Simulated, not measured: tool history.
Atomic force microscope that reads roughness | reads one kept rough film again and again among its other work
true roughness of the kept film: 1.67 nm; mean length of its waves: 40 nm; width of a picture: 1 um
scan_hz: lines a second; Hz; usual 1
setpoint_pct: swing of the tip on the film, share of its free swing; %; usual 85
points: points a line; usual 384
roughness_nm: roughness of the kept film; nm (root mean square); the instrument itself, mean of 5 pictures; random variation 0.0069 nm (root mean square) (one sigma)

run 1 hour=0 | scan_hz=1 setpoint_pct=85 points=384 | roughness_nm=1.256
-- hour=27.4 new tip fitted
run 2 hour=73.9 | scan_hz=1.38 setpoint_pct=85 points=384 | roughness_nm=1.247
run 3 hour=110.2 | scan_hz=1.38 setpoint_pct=85 points=384 | roughness_nm=1.198
-- hour=147 new tip fitted
run 4 hour=184.2 | scan_hz=1.38 setpoint_pct=85 points=384 | roughness_nm=1.258
run 5 hour=251.1 | scan_hz=1.24 setpoint_pct=85 points=384 | roughness_nm=1.177
-- hour=267.3 new tip fitted
run 6 hour=298.3 | scan_hz=1.24 setpoint_pct=85 points=384 | roughness_nm=1.28
run 7 hour=345 | scan_hz=1.24 setpoint_pct=85 points=384 | roughness_nm=1.224
-- hour=387.3 new tip fitted
run 8 hour=401.8 | scan_hz=1.24 setpoint_pct=85 points=763 | roughness_nm=1.31
run 9 hour=433.8 | scan_hz=1 setpoint_pct=85 points=592 | roughness_nm=1.308
run 10 hour=499.1 | scan_hz=1 setpoint_pct=85 points=384 | roughness_nm=1.214
-- hour=510.7 new tip fitted
run 11 hour=558.7 | scan_hz=1 setpoint_pct=85 points=384 | roughness_nm=1.285
run 12 hour=599.7 | scan_hz=3 setpoint_pct=85 points=384 | roughness_nm=0.996
-- hour=634.1 new tip fitted
run 13 hour=660 | scan_hz=3 setpoint_pct=85 points=384 | roughness_nm=1.067
run 14 hour=705.8 | scan_hz=2.01 setpoint_pct=55 points=937 | roughness_nm=1.375
run 15 hour=744.2 | scan_hz=1.05 setpoint_pct=75 points=384 | roughness_nm=1.271
-- hour=757.5 new tip fitted
run 16 hour=795.1 | scan_hz=3.02 setpoint_pct=59 points=495 | roughness_nm=1.361
run 17 hour=836.9 | scan_hz=1 setpoint_pct=68 points=438 | roughness_nm=1.357
-- hour=878.1 new tip fitted
run 18 hour=903 | scan_hz=1 setpoint_pct=68 points=438 | roughness_nm=1.432
run 19 hour=946 | scan_hz=1.74 setpoint_pct=61 points=988 | roughness_nm=1.353
-- hour=1001.3 new tip fitted
run 20 hour=1019.2 | scan_hz=1.74 setpoint_pct=61 points=1008 | roughness_nm=1.432
run 21 hour=1094.5 | scan_hz=1 setpoint_pct=72 points=388 | roughness_nm=1.299
-- hour=1120.6 new tip fitted
run 22 hour=1144.4 | scan_hz=1 setpoint_pct=72 points=388 | roughness_nm=1.411

The next listed run, before its measurement:
-- hour=1161.4 height scale calibrated on a step standard
run 23 hour=1184.8 | scan_hz=1 setpoint_pct=72 points=388 | roughness_nm=?

roughness_nm: 1.374 nm (root mean square)
Without the tool's hidden state the same run would have given roughness_nm 1.493 nm (root mean square).
